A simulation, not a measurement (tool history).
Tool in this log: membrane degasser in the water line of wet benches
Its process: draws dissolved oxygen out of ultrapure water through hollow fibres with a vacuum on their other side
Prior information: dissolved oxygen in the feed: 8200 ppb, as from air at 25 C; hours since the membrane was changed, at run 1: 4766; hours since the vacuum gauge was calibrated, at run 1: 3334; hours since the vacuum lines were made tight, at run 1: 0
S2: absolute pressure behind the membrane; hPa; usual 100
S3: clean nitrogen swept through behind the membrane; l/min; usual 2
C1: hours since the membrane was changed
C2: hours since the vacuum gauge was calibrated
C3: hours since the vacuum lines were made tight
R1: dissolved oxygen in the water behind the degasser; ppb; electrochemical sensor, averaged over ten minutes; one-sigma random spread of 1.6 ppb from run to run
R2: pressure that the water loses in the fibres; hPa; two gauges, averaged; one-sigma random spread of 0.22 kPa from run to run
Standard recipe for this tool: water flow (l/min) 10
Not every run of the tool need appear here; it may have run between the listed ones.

Run 1, hour 0: usual settings; C1 4766; C2 3334; C3 0. Result: R1 158.2 ppb, R2 523.3 hPa.
Run 2, hour 97.7: usual settings; C1 4864; C2 3432; C3 98. Result: R1 155.7 ppb, R2 521.7 hPa.
Run 3, hour 207.3: usual settings; C1 4974; C2 3542; C3 207. Result: R1 156.7 ppb, R2 519.2 hPa.
Run 4, hour 435.1: usual settings; C1 5201; C2 3769; C3 435. Result: R1 159.7 ppb, R2 518 hPa.
Run 5, hour 655.2: usual settings; C1 5422; C2 3989; C3 655. Result: R1 157.7 ppb, R2 522.8 hPa.
Run 6, hour 844.4: usual settings; C1 5611; C2 4179; C3 844. Result: R1 157.6 ppb, R2 523.2 hPa.
Run 7, hour 1030.6: usual settings; C1 5797; C2 4365; C3 1031. Result: R1 156.4 ppb, R2 521.2 hPa.
Run 8, hour 1220.1: usual settings; C1 5986; C2 4554; C3 1220. Result: R1 156.3 ppb, R2 516.4 hPa.
Run 9, hour 1439: usual settings; C1 6205; C2 4773; C3 1439. Result: R1 157.1 ppb, R2 517.4 hPa.
Run 10, hour 1636.2: usual settings but S3 1.8 l/min; C1 6403; C2 4970; C3 1636. Result: R1 165.5 ppb, R2 518.7 hPa.
Run 11, hour 1790.4: usual settings but S3 1.8 l/min; C1 6557; C2 5125; C3 1790. Result: R1 163.3 ppb, R2 516.6 hPa.
Run 12, hour 1967.1: usual settings but S3 1.8 l/min; C1 6733; C2 5301; C3 1967. Result: R1 164.2 ppb, R2 518.5 hPa.
Run 13, hour 2140.5: usual settings; C1 6907; C2 5475; C3 2141. Result: R1 157.3 ppb, R2 519 hPa.
Run 14, hour 2298: usual settings but S3 1.93 l/min; C1 7064; C2 5632; C3 2298. Result: R1 158 ppb, R2 515.4 hPa.
Run 15, hour 2523.3: usual settings; C1 7290; C2 5858; C3 2523. Result: R1 157.5 ppb, R2 517.2 hPa.
Run 16, hour 2619.1: usual settings but water flow (l/min) 13; C1 7385; C2 5953; C3 2619. Result: R1 245.6 ppb, R2 672.6 hPa.
At hour 2630.3: vacuum gauge calibrated.
Run 17, hour 2726.8: usual settings but water flow (l/min) 13; C1 7493; C2 96; C3 2726. Result: R1 247.1 ppb, R2 668.6 hPa.
Run 18, hour 2948: usual settings but water flow (l/min) 14, S2 64 hPa, S3 1.45 l/min; C1 7714; C2 318; C3 2948. Result: R1 237.8 ppb, R2 719.2 hPa.
Run 19, hour 3079.9: usual settings but water flow (l/min) 7, S2 76 hPa, S3 1.32 l/min; C1 7846; C2 450; C3 3079. Result: R1 83.2 ppb, R2 360.9 hPa.
Run 20, hour 3242.1: usual settings but water flow (l/min) 8, S2 234 hPa, S3 1.16 l/min; C1 8008; C2 612; C3 3242. Result: R1 366.3 ppb, R2 407.5 hPa.
Run 21, hour 3417.7: usual settings but S2 87 hPa; C1 8184; C2 787; C3 3417. Result: R1 140.9 ppb, R2 513.3 hPa.
Run 22, hour 3562.7: usual settings but water flow (l/min) 9, S3 0.91 l/min; C1 8329; C2 932; C3 3562. Result: R1 211.8 ppb, R2 461 hPa.
Run 23, hour 3674.1: usual settings but water flow (l/min) 9, S2 99 hPa, S3 1.7 l/min; C1 8440; C2 1044; C3 3674. Result: R1 145.2 ppb, R2 458.5 hPa.
Run 24, hour 3903.2: usual settings but water flow (l/min) 9, S2 99 hPa, S3 1.7 l/min; C1 8669; C2 1273; C3 3903. Result: R1 142.2 ppb, R2 461.7 hPa.
Run 25, hour 4090.4: usual settings but water flow (l/min) 13, S2 159 hPa, S3 1.7 l/min; C1 8856; C2 1460; C3 4090. Result: R1 363.1 ppb, R2 664.1 hPa.
Run 26, hour 4296.8: usual settings but water flow (l/min) 13, S2 159 hPa, S3 1.7 l/min; C1 9063; C2 1666; C3 4296. Result: R1 364 ppb, R2 664 hPa.
Run 27, hour 4485.6: usual settings but water flow (l/min) 11, S2 111 hPa; C1 9251; C2 1855; C3 4485. Result: R1 197.9 ppb, R2 557.2 hPa.
Run 28, hour 4609.5: usual settings but water flow (l/min) 14, S2 83 hPa; C1 9375; C2 1979; C3 4609. Result: R1 253.7 ppb, R2 719.2 hPa.
At hour 4818.9: gauge calibrated.
Run 29, hour 4833.5: usual settings but water flow (l/min) 14, S2 174 hPa, S3 1.56 l/min; C1 9599; C2 2203; C3 4833. Result: R1 448.6 ppb, R2 727.8 hPa.
Run 30, hour 4963: usual settings but water flow (l/min) 8, S2 113 hPa, S3 5.13 l/min; C1 9729; C2 2333; C3 4963. Result: R1 70.7 ppb, R2 415.9 hPa.
Run 31, hour 5073.1: usual settings but S2 74 hPa, S3 1.69 l/min; C1 9839; C2 2443; C3 5073. Result: R1 134 ppb, R2 525.8 hPa.
Run 32, hour 5174.4: usual settings but S2 74 hPa, S3 1.69 l/min; C1 9940; C2 2544; C3 5174. Result: R1 135.4 ppb, R2 519.5 hPa.
At hour 5391.4: seals of the vacuum lines changed.
Run 33, hour 5414.3: usual settings but S2 143 hPa; C1 10178; C2 2782; C3 23. Result: R1 207.5 ppb, R2 517 hPa.

Consider 3 possible next runs. They are alternatives, not a sequence: every one starts from the tool as it was left by run 33. What does each give?
Run A, hour 5530.9: usual settings but water flow (l/min) 12, S2 195 hPa; C1 10295; C2 2899; C3 139. Result: R1 ?, R2 ?.
Run B, hour 5530.9: usual settings but S2 143 hPa, S3 1.65 l/min; C1 10295; C2 2899; C3 139. Result: R1 ?, R2 ?.
Run C, hour 5530.9: usual settings but water flow (l/min) 12, S2 235 hPa, S3 1.15 l/min; C1 10295; C2 2899; C3 139. Result: R1 ?, R2 ?.

run     R1     R2
  A  346.9  624.2
  B  236.7  524.4
  C  582.4  623.9
Take away the tool's hidden state, keep each run's random variation, and the runs would have read:
run     R1     R2
  A  346.4  625.9
  B  236.3  525.8
  C  581.9  625.6
